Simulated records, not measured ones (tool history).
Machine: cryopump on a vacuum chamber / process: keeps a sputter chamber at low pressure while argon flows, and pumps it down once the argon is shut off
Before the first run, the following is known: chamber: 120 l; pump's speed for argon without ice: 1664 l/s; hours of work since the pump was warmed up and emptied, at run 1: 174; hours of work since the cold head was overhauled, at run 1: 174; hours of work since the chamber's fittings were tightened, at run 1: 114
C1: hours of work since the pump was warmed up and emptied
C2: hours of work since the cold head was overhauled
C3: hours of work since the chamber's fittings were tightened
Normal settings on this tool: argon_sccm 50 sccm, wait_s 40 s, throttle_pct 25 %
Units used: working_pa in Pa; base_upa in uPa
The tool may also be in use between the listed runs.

run 1 day=0.000 | argon_sccm=50 wait_s=40 throttle_pct=25 | C1=174 C2=174 C3=114 | working_pa=0.2058 base_upa=0.99
run 2 day=0.362 | argon_sccm=50 wait_s=40 throttle_pct=25 | C1=179 C2=179 C3=119 | working_pa=0.2074 base_upa=0.98
run 3 day=0.817 | argon_sccm=50 wait_s=40 throttle_pct=25 | C1=186 C2=186 C3=126 | working_pa=0.2057 base_upa=0.96
run 4 day=1.217 | argon_sccm=50 wait_s=40 throttle_pct=25 | C1=191 C2=191 C3=132 | working_pa=0.2061 base_upa=0.94
run 5 day=1.688 | argon_sccm=50 wait_s=33 throttle_pct=25 | C1=198 C2=198 C3=138 | working_pa=0.2060 base_upa=1.11
run 6 day=2.067 | argon_sccm=50 wait_s=109 throttle_pct=25 | C1=204 C2=204 C3=144 | working_pa=0.2055 base_upa=0.55
run 7 day=2.575 | argon_sccm=50 wait_s=109 throttle_pct=49 | C1=211 C2=211 C3=151 | working_pa=0.1077 base_upa=0.57
run 8 day=3.088 | argon_sccm=50 wait_s=109 throttle_pct=49 | C1=218 C2=218 C3=158 | working_pa=0.1071 base_upa=0.58
run 9 day=3.446 | argon_sccm=25 wait_s=40 throttle_pct=25 | C1=223 C2=223 C3=164 | working_pa=0.1029 base_upa=1.02
run 10 day=3.912 | argon_sccm=25 wait_s=40 throttle_pct=25 | C1=230 C2=230 C3=170 | working_pa=0.1038 base_upa=1.05
run 11 day=4.367 | argon_sccm=60 wait_s=40 throttle_pct=18 | C1=236 C2=236 C3=177 | working_pa=0.3449 base_upa=1.06
run 12 day=5.029 | argon_sccm=47 wait_s=40 throttle_pct=19 | C1=246 C2=246 C3=186 | working_pa=0.2548 base_upa=1.04
run 13 day=5.654 | argon_sccm=94 wait_s=155 throttle_pct=46 | C1=255 C2=255 C3=195 | working_pa=0.2164 base_upa=0.55
run 14 day=6.262 | argon_sccm=94 wait_s=155 throttle_pct=46 | C1=264 C2=264 C3=204 | working_pa=0.2136 base_upa=0.58
run 15 day=6.567 | argon_sccm=25 wait_s=40 throttle_pct=20 | C1=268 C2=268 C3=208 | working_pa=0.1303 base_upa=1.08
run 16 day=6.846 | argon_sccm=25 wait_s=40 throttle_pct=20 | C1=272 C2=272 C3=212 | working_pa=0.1301 base_upa=1.06
run 17 day=7.479 | argon_sccm=23 wait_s=160 throttle_pct=15 | C1=281 C2=281 C3=221 | working_pa=0.1578 base_upa=0.57
run 18 day=7.908 | argon_sccm=23 wait_s=160 throttle_pct=15 | C1=287 C2=287 C3=227 | working_pa=0.1579 base_upa=0.59
run 19 day=8.200 | argon_sccm=23 wait_s=160 throttle_pct=15 | C1=291 C2=291 C3=232 | working_pa=0.1571 base_upa=0.60
run 20 day=8.683 | argon_sccm=62 wait_s=160 throttle_pct=15 | C1=298 C2=298 C3=239 | working_pa=0.4278 base_upa=0.62

Below are 3 alternative next runs, each starting from the tool's condition after run 20. Predict each:
run A day=9.325 | argon_sccm=62 wait_s=160 throttle_pct=43 | C1=307 C2=307 C3=248 | working_pa=? base_upa=?
run B day=9.325 | argon_sccm=50 wait_s=227 throttle_pct=17 | C1=307 C2=307 C3=248 | working_pa=? base_upa=?
run C day=9.325 | argon_sccm=39 wait_s=28 throttle_pct=20 | C1=307 C2=307 C3=248 | working_pa=? base_upa=?

run=A working_pa=0.1518 base_upa=0.60
run=B working_pa=0.3019 base_upa=0.56
run=C working_pa=0.2022 base_upa=1.39
Stripped of hidden state, with their random variation kept, the same runs would have yielded:
run=A working_pa=0.1458 base_upa=0.33
run=B working_pa=0.2971 base_upa=0.29
run=C working_pa=0.1984 base_upa=1.13
